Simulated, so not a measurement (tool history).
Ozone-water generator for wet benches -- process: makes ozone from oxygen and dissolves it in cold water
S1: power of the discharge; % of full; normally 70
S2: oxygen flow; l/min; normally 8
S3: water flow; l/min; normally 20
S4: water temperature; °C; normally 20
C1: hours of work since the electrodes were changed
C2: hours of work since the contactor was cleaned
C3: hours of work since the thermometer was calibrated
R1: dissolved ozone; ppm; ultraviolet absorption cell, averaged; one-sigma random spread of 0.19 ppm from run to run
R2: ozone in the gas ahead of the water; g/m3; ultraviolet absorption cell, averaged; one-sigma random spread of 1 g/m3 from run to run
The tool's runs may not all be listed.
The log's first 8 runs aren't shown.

{"run": 9, "hour": 536.8, "S1": 97, "S2": 8, "S3": 20, "S4": 20, "C1": 2304, "C2": 458, "C3": 4584, "R1": 29.2, "R2": 201.3}
{"run": 10, "hour": 585.8, "S1": 70, "S2": 8, "S3": 18, "S4": 20, "C1": 2334, "C2": 487, "C3": 4613, "R1": 25.2, "R2": 165.7}
{"run": 11, "hour": 631.4, "S1": 70, "S2": 8, "S3": 18, "S4": 20, "C1": 2361, "C2": 515, "C3": 4641, "R1": 25.3, "R2": 165.2}
{"run": 12, "hour": 676.3, "S1": 70, "S2": 8, "S3": 18, "S4": 20, "C1": 2388, "C2": 542, "C3": 4668, "R1": 25, "R2": 163.1}
{"run": 13, "hour": 748.6, "S1": 70, "S2": 8, "S3": 20, "S4": 13, "C1": 2432, "C2": 585, "C3": 4711, "R1": 27, "R2": 163.1}
{"run": 14, "hour": 809.3, "S1": 70, "S2": 8, "S3": 20, "S4": 20, "C1": 2468, "C2": 622, "C3": 4748, "R1": 23.4, "R2": 165.5}
{"run": 15, "hour": 861.1, "S1": 70, "S2": 8, "S3": 20, "S4": 20, "C1": 2500, "C2": 653, "C3": 4779, "R1": 23.4, "R2": 164.5}
{"run": 16, "hour": 944.1, "S1": 70, "S2": 8, "S3": 20, "S4": 20, "C1": 2550, "C2": 703, "C3": 4829, "R1": 23.7, "R2": 164.1}
{"run": 17, "hour": 998.3, "S1": 70, "S2": 8, "S3": 20, "S4": 20, "C1": 2582, "C2": 736, "C3": 4862, "R1": 23.7, "R2": 164.1}
{"run": 18, "hour": 1082.2, "S1": 70, "S2": 8, "S3": 20, "S4": 20, "C1": 2633, "C2": 786, "C3": 4912, "R1": 23.4, "R2": 164.4}
{"run": 19, "hour": 1172.7, "S1": 70, "S2": 8, "S3": 21, "S4": 25, "C1": 2687, "C2": 841, "C3": 4967, "R1": 20.5, "R2": 163.1}
{"hour": 1180.7, "done": "water thermometer calibrated"}
{"run": 20, "hour": 1230.5, "S1": 70, "S2": 8, "S3": 21, "S4": 25, "C1": 2722, "C2": 875, "C3": 30, "R1": 20.5, "R2": 162.1}
{"run": 21, "hour": 1319.6, "S1": 48, "S2": 8, "S3": 21, "S4": 25, "C1": 2775, "C2": 929, "C3": 84, "R1": 16.3, "R2": 130.3}
{"run": 22, "hour": 1358.6, "S1": 48, "S2": 8, "S3": 21, "S4": 25, "C1": 2799, "C2": 953, "C3": 107, "R1": 16.5, "R2": 130.3}
{"run": 23, "hour": 1409.9, "S1": 61, "S2": 12.73, "S3": 26, "S4": 27, "C1": 2830, "C2": 983, "C3": 138, "R1": 15, "R2": 118.9}
{"run": 24, "hour": 1492.2, "S1": 61, "S2": 12.73, "S3": 26, "S4": 27, "C1": 2879, "C2": 1033, "C3": 188, "R1": 15, "R2": 118.5}
{"run": 25, "hour": 1562.9, "S1": 70, "S2": 8, "S3": 16, "S4": 19, "C1": 2922, "C2": 1076, "C3": 230, "R1": 26.6, "R2": 159.6}
{"hour": 1570.8, "done": "water thermometer calibrated, once more"}
{"run": 26, "hour": 1622.3, "S1": 61, "S2": 5.36, "S3": 20, "S4": 20, "C1": 2957, "C2": 1111, "C3": 31, "R1": 21.4, "R2": 179.2}
{"run": 27, "hour": 1703.8, "S1": 70, "S2": 5.2, "S3": 31, "S4": 24, "C1": 3007, "C2": 1160, "C3": 80, "R1": 15.5, "R2": 201.6}
{"run": 28, "hour": 1741.8, "S1": 59, "S2": 8, "S3": 20, "S4": 20, "C1": 3029, "C2": 1183, "C3": 103, "R1": 20.6, "R2": 145.5}
{"run": 29, "hour": 1785.8, "S1": 59, "S2": 8, "S3": 20, "S4": 20, "C1": 3056, "C2": 1210, "C3": 129, "R1": 20.9, "R2": 143.2}
{"run": 30, "hour": 1837.7, "S1": 70, "S2": 6.16, "S3": 20, "S4": 14, "C1": 3087, "C2": 1241, "C3": 161, "R1": 25.3, "R2": 184.1}
{"run": 31, "hour": 1922.2, "S1": 70, "S2": 6.16, "S3": 20, "S4": 14, "C1": 3138, "C2": 1292, "C3": 212, "R1": 25.4, "R2": 184.9}
{"run": 32, "hour": 2010.9, "S1": 70, "S2": 6.16, "S3": 23, "S4": 22, "C1": 3191, "C2": 1345, "C3": 265, "R1": 20.5, "R2": 183.5}

4 options for the next run, each taken on its own from the tool as it stands now. Forecast them:
{"run": "A", "hour": 2094.5, "S1": 70, "S2": 8.67, "S3": 20, "S4": 24, "C1": 3242, "C2": 1395, "C3": 315, "R1": "?", "R2": "?"}
{"run": "B", "hour": 2094.5, "S1": 88, "S2": 8, "S3": 20, "S4": 20, "C1": 3242, "C2": 1395, "C3": 315, "R1": "?", "R2": "?"}
{"run": "C", "hour": 2094.5, "S1": 60, "S2": 8, "S3": 17, "S4": 22, "C1": 3242, "C2": 1395, "C3": 315, "R1": "?", "R2": "?"}
{"run": "D", "hour": 2094.5, "S1": 70, "S2": 6.16, "S3": 19, "S4": 22, "C1": 3242, "C2": 1395, "C3": 315, "R1": "?", "R2": "?"}

run=A R1=21 R2=153
run=B R1=26 R2=182.4
run=C R1=21.7 R2=147.9
run=D R1=23 R2=182.7
The same runs, with their run-to-run variation unchanged, on a tool lacking any hidden condition would have given:
run=A R1=24.1 R2=170.4
run=B R1=30.2 R2=206.4
run=C R1=24.5 R2=162.9
run=D R1=26.3 R2=203.4
